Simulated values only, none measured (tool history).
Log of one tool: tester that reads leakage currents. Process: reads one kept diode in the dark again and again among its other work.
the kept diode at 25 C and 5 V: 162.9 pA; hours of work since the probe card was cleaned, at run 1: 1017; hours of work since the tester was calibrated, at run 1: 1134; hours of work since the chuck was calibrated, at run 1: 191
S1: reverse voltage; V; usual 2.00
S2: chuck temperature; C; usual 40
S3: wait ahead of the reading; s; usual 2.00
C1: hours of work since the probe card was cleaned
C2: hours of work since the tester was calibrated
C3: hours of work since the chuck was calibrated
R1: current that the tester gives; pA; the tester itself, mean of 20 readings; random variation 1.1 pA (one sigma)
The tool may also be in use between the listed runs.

Run 1, hour 0.0: usual settings; C1 1017; C2 1134; C3 191. Result: R1 364.93 pA.
Run 2, hour 63.6: usual settings; C1 1059; C2 1176; C3 233. Result: R1 362.78 pA.
Run 3, hour 138.5: usual settings; C1 1109; C2 1226; C3 283. Result: R1 360.50 pA.
Run 4, hour 262.2: usual settings; C1 1191; C2 1308; C3 365. Result: R1 354.41 pA.
Run 5, hour 386.4: usual settings but S3 5.67 s; C1 1274; C2 1390; C3 447. Result: R1 349.65 pA.
Run 6, hour 454.0: usual settings but S1 3.54 V; C1 1319; C2 1435; C3 492. Result: R1 477.20 pA.
Run 7, hour 509.8: usual settings; C1 1355; C2 1472; C3 529. Result: R1 344.76 pA.
Run 8, hour 633.2: usual settings; C1 1437; C2 1554; C3 611. Result: R1 342.05 pA.
Run 9, hour 697.9: usual settings but S2 27 C, S3 1.36 s; C1 1480; C2 1597; C3 654. Result: R1 107.43 pA.
Run 10, hour 813.6: usual settings but S1 4.54 V, S2 32 C, S3 3.87 s; C1 1557; C2 1674; C3 731. Result: R1 264.75 pA.
Run 11, hour 870.1: usual settings but S1 18.91 V, S2 48 C, S3 8.55 s; C1 1595; C2 1711; C3 768. Result: R1 2278.71 pA.
Run 12, hour 926.3: usual settings but S1 18.91 V, S2 48 C, S3 8.55 s; C1 1632; C2 1748; C3 806. Result: R1 2277.59 pA.
Run 13, hour 1040.6: usual settings but S1 3.20 V, S2 53 C, S3 0.51 s; C1 1708; C2 1824; C3 882. Result: R1 1234.19 pA.
Run 14, hour 1164.5: usual settings but S1 3.20 V, S2 53 C, S3 0.51 s; C1 1790; C2 1906; C3 964. Result: R1 1221.69 pA.
Run 15, hour 1225.4: usual settings but S1 3.20 V, S2 53 C, S3 0.51 s; C1 1830; C2 1947; C3 1004. Result: R1 1213.72 pA.
At hour 1273.3: chuck's temperature calibrated.
Run 16, hour 1300.7: usual settings but S1 17.48 V, S2 52 C, S3 6.43 s; C1 1879; C2 1995; C3 18. Result: R1 3409.29 pA.

3 ways to go on from here, each from the tool as it stands after run 16. What would each give?
Run A, hour 1423.3: usual settings but S1 1.46 V, S2 55 C, S3 1.46 s; C1 1960; C2 2077; C3 99. Result: R1 ?.
Run B, hour 1423.3: usual settings but S1 17.48 V, S2 29 C, S3 6.43 s; C1 1960; C2 2077; C3 99. Result: R1 ?.
Run C, hour 1423.3: usual settings but S1 2.17 V, S2 21 C, S3 1.21 s; C1 1960; C2 2077; C3 99. Result: R1 ?.

run       R1
  A  1066.09
  B   498.53
  C    73.09
Without the tool's hidden state the same runs would have given:
run       R1
  A  1069.90
  B   475.43
  C    70.32

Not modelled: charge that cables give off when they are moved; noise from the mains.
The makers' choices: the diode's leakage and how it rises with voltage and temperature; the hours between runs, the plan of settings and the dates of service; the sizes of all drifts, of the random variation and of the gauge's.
